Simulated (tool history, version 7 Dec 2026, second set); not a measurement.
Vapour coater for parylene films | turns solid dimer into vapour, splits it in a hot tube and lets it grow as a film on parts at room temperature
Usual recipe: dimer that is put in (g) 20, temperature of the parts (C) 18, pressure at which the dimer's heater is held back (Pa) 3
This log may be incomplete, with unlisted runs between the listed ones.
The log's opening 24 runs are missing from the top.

run	hour	dimer that is put in (g)	temperature of the parts (C)	pressure at which the dimer's heater is held back (Pa)	thickness of the film (µm)
25	316.1	20	16	3	6.07
26	329	20	28	3	3.62
27	338.6	20	28	3	3.54
28	346.2	32	18	8.37	7.83
29	360.1	32	18	8.37	7.73
30	376.2	32	18	8.37	7.73
31	391	28	20	2.87	6.91
# hour 404.4: trap's valve overhauled
32	406.7	9	18	3.26	2.61
33	418.9	13	14	11.1	3.84
34	426.9	25	18	6.87	6.73

Estimate the outcome of run 35 from the log above:
35	439.2	25	18	6.87	?

{"run 35": {"thickness of the film (µm)": 6.57}}
With no hidden state in the tool, this same run would have given thickness of the film (µm) 6.71.

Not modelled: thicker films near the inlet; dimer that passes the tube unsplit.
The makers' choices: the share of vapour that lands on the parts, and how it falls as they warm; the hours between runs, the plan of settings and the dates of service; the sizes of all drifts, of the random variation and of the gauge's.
